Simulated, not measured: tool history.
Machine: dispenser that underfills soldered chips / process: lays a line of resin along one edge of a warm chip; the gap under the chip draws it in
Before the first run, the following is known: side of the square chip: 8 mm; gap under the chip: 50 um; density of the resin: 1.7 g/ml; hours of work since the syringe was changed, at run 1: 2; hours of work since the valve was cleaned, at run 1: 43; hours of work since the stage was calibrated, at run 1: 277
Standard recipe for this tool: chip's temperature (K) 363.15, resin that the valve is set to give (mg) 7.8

| run | hour | chip's temperature (K) | resin that the valve is set to give (mg) | hours of work since the syringe was changed | hours of work since the valve was cleaned | hours of work since the stage was calibrated | time until the resin shows at the far edge (s) | resin that the valve gave (mg) |
|---|---|---|---|---|---|---|---|---|
| 1 | 0 | 363.15 | 7.8 | 2 | 43 | 277 | 127.8 | 7.62 |
|  | 12.8 | new syringe of resin |
| 2 | 15.3 | 356.15 | 7.8 | 2 | 52 | 287 | 178 | 7.59 |
| 3 | 26.6 | 356.15 | 7.8 | 9 | 60 | 294 | 282.8 | 7.53 |
|  | 28.5 | new syringe of resin |
| 4 | 41.1 | 363.15 | 7.8 | 8 | 69 | 303 | 197 | 7.54 |
|  | 43.6 | new syringe of resin |
| 5 | 51.3 | 363.15 | 7.8 | 5 | 76 | 310 | 163.5 | 7.49 |
| 6 | 58.2 | 363.15 | 7.8 | 10 | 80 | 314 | 221 | 7.4 |
|  | 59.4 | new syringe of resin |
| 7 | 67.1 | 363.15 | 7.8 | 5 | 86 | 320 | 164 | 7.49 |
|  | 74.6 | new syringe of resin |
| 8 | 76.6 | 363.15 | 7.8 | 1 | 92 | 326 | 128.2 | 7.44 |
| 9 | 86.2 | 353.15 | 7.8 | 8 | 98 | 332 | 306.9 | 7.35 |
|  | 90.4 | new syringe of resin |
| 10 | 94.7 | 353.15 | 9.12 | 3 | 103 | 337 | 215.4 | 8.64 |
| 11 | 102.8 | 363.15 | 7.8 | 8 | 109 | 343 | 198.9 | 7.37 |
|  | 105.5 | new syringe of resin |
| 12 | 116.9 | 363.15 | 7.8 | 7 | 118 | 352 | 196.1 | 7.26 |
|  | 120.1 | dispensing valve cleaned and set on the balance |
|  | 121.7 | new syringe of resin |
| 13 | 131.4 | 359.15 | 6.99 | 6 | 7 | 360 | 224.7 | 6.94 |
|  | 137 | new syringe of resin |
| 14 | 147.1 | 359.15 | 9.67 | 7 | 17 | 371 | 211.4 | 9.53 |
|  | 152.2 | new syringe of resin |
| 15 | 158.3 | 375.15 | 7.2 | 4 | 24 | 378 | 93.2 | 7.14 |
| 16 | 166.1 | 365.15 | 7.45 | 9 | 30 | 383 | 198.2 | 7.35 |
|  | 167.2 | new syringe of resin |
| 17 | 175.4 | 352.15 | 7.1 | 5 | 35 | 389 | 288.8 | 6.96 |
|  | 182.9 | new syringe of resin |
| 18 | 188.1 | 352.15 | 7.1 | 3 | 44 | 397 | 252 | 6.94 |
| 19 | 196.1 | 357.15 | 9.35 | 9 | 49 | 402 | 265.5 | 9.16 |
|  | 198.5 | new syringe of resin |
| 20 | 209.5 | 371.15 | 8.83 | 7 | 57 | 411 | 131.8 | 8.59 |
|  | 213.8 | new syringe of resin |
| 21 | 221.8 | 363.15 | 9.27 | 5 | 65 | 418 | 165.4 | 8.94 |
|  | 230.2 | new syringe of resin |
| 22 | 231.7 | 374.15 | 8.75 | 1 | 71 | 425 | 77.5 | 8.4 |
| 23 | 240.5 | 374.15 | 8.75 | 7 | 77 | 430 | 111.6 | 8.35 |

Some steps in time until the resin shows at the far edge (s), run to run, broken into two amounts with sign: the step expected even without the hidden condition (settings, incoming material, random variation), and the rest, left for the hidden condition together with whatever gauge scatter is not in both the measured and the hidden-condition-free result:
Hidden state present: resin's viscosity, % of fresh resin's; dose that the valve gives, % of what is set; true chip temperature over the reading, C; drift of the gauge itself on fill_s, %; drift of the gauge itself on given_mg, %.
Run 2 -> 3: no setting changed, nothing entered. time until the resin shows at the far edge (s) +104.8: hidden state +106, all else -1.2.
Run 8 -> 9: chip's temperature (K) 363.15 -> 353.15. time until the resin shows at the far edge (s) +178.7: hidden state +118.1, all else +60.6.
Run 19 -> 20: chip's temperature (K) 357.15 -> 371.15, resin that the valve is set to give (mg) 9.35 -> 8.83, new syringe of resin. time until the resin shows at the far edge (s) -133.7: hidden state -72.8, all else -60.9.
